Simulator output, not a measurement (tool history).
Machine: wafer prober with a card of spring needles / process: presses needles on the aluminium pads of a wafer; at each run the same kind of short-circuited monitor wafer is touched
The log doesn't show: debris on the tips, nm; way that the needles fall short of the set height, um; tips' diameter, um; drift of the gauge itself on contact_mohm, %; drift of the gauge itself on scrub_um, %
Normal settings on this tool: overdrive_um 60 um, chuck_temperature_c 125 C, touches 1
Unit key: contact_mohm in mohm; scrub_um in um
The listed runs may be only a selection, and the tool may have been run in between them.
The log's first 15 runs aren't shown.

| run | hour | overdrive_um | chuck_temperature_c | touches | touches since the tips were cleaned | cleanings since the card got new needles | touches since the first contact's height was set | contact_mohm | scrub_um |
|---|---|---|---|---|---|---|---|---|---|
|  | 338.0 | tips cleaned on abrasive film |
| 16 | 343.4 | 60 | 109 | 1 | 1133 | 43 | 22645 | 297 | 11.81 |
|  | 358.0 | height of the first contact set anew, once more |
| 17 | 360.0 | 58 | 48 | 2 | 4545 | 43 | 424 | 284 | 11.57 |
|  | 367.0 | tips cleaned on abrasive film |
| 18 | 382.0 | 49 | 125 | 3 | 3139 | 44 | 5012 | 295 | 9.78 |
|  | 396.7 | tips cleaned on abrasive film |
| 19 | 408.9 | 56 | 33 | 2 | 2562 | 45 | 10635 | 276 | 11.19 |
|  | 424.5 | tips cleaned on abrasive film |
| 20 | 438.0 | 56 | 39 | 2 | 2821 | 46 | 16723 | 275 | 11.23 |
| 21 | 451.6 | 60 | 52 | 2 | 5677 | 46 | 19579 | 286 | 12.07 |
|  | 453.7 | tips cleaned on abrasive film |
| 22 | 466.7 | 60 | 72 | 2 | 2737 | 47 | 22729 | 281 | 12.00 |
|  | 483.0 | tips cleaned on abrasive film |
| 23 | 495.2 | 44 | 83 | 1 | 2560 | 48 | 28677 | 321 | 8.77 |
|  | 512.0 | tips cleaned on abrasive film |
| 24 | 520.0 | 44 | 83 | 1 | 1680 | 49 | 33855 | 309 | 8.77 |
|  | 541.8 | tips cleaned on abrasive film |
| 25 | 551.4 | 73 | 32 | 3 | 2010 | 50 | 40416 | 262 | 14.58 |
| 26 | 568.5 | 73 | 32 | 3 | 5612 | 50 | 44018 | 269 | 14.59 |
|  | 571.4 | tips cleaned on abrasive film |
| 27 | 592.9 | 60 | 115 | 2 | 4507 | 51 | 49113 | 297 | 12.00 |
|  | 599.4 | tips cleaned on abrasive film |
| 28 | 621.8 | 60 | 115 | 2 | 4694 | 52 | 55156 | 304 | 11.95 |
|  | 628.5 | tips cleaned on abrasive film |
| 29 | 638.6 | 60 | 115 | 2 | 2117 | 53 | 58650 | 294 | 11.97 |
| 30 | 653.9 | 60 | 44 | 2 | 5330 | 53 | 61863 | 286 | 11.92 |
|  | 656.5 | tips cleaned on abrasive film |
| 31 | 680.5 | 41 | 42 | 1 | 5025 | 54 | 67422 | 342 | 8.13 |
|  | 684.7 | tips cleaned on abrasive film |
| 32 | 703.6 | 41 | 42 | 1 | 3951 | 55 | 72241 | 329 | 8.12 |

Forecast each of these 3 alternatives for the next run:
|  | 715.0 | tips cleaned on abrasive film |
| A | 726.9 | 60 | 32 | 1 | 2493 | 56 | 77104 | ? | ? |
|  | 715.0 | tips cleaned on abrasive film |
| B | 726.9 | 68 | 42 | 3 | 2493 | 56 | 77104 | ? | ? |
|  | 715.0 | tips cleaned on abrasive film |
| C | 726.9 | 41 | 40 | 1 | 2493 | 56 | 77104 | ? | ? |

| run | contact_mohm | scrub_um |
|---|---|---|
| A | 284 | 11.93 |
| B | 270 | 13.55 |
| C | 313 | 8.07 |
Take away the tool's hidden state, keep each run's random variation, and the runs would have read:
| run | contact_mohm | scrub_um |
|---|---|---|
| A | 254 | 12.05 |
| B | 261 | 13.67 |
| C | 260 | 8.19 |

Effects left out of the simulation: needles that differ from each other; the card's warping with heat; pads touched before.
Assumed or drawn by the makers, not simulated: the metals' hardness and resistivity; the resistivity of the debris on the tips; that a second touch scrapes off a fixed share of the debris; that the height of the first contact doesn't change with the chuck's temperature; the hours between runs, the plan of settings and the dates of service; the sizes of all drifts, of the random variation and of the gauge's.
